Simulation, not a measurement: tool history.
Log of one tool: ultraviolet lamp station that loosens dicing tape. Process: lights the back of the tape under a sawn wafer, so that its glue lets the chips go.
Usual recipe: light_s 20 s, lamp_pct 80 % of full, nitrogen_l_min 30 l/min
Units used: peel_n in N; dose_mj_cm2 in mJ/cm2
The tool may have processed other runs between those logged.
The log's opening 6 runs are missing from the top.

run,hour,light_s,lamp_pct,nitrogen_l_min,hours of work of the lamp,hours of work since the window was cleaned,peel_n,dose_mj_cm2
7,52.7,20,80,28,207,21,0.103,509
8,62.4,20,80,28,214,28,0.103,518
9,69.3,20,80,28,219,33,0.096,513
10,81.4,20,80,30,228,42,0.103,513
11,91.1,20,80,30,234,48,0.101,517
12,103.5,20,80,30,243,57,0.104,512
13,110.3,20,97,30,248,62,0.074,629
14,119.7,20,97,30,254,69,0.070,620
15,130.5,20,97,30,262,76,0.062,616
16,142.6,20,97,30,271,85,0.078,624
17,155.4,28,97,30,280,94,0.060,869
18,160.8,20,80,30,283,97,0.095,512
19,170.1,20,80,30,290,104,0.112,510
20,177.5,20,80,35,295,109,0.089,514
21,186.7,20,80,35,302,116,0.085,514
22,191.9,20,80,35,305,119,0.099,512
23,197.9,20,80,35,309,124,0.100,508
24,205.1,20,80,35,315,129,0.090,511
25,210.8,13,67,35,319,133,0.388,282
26,218.6,11,80,30,324,138,0.402,282
27,230.4,11,80,30,332,146,0.405,284
28,241.4,11,91,30,340,154,0.309,318
29,252.6,20,80,36,348,162,0.086,512

Predict the results of run 30:
30,261.9,20,80,36,355,169,?,?

{"run 30": {"peel_n": 0.1, "dose_mj_cm2": 511}}
If the tool had no hidden condition, the same run with the same run-to-run variation would have returned peel_n 0.100 N, dose_mj_cm2 512 mJ/cm2.

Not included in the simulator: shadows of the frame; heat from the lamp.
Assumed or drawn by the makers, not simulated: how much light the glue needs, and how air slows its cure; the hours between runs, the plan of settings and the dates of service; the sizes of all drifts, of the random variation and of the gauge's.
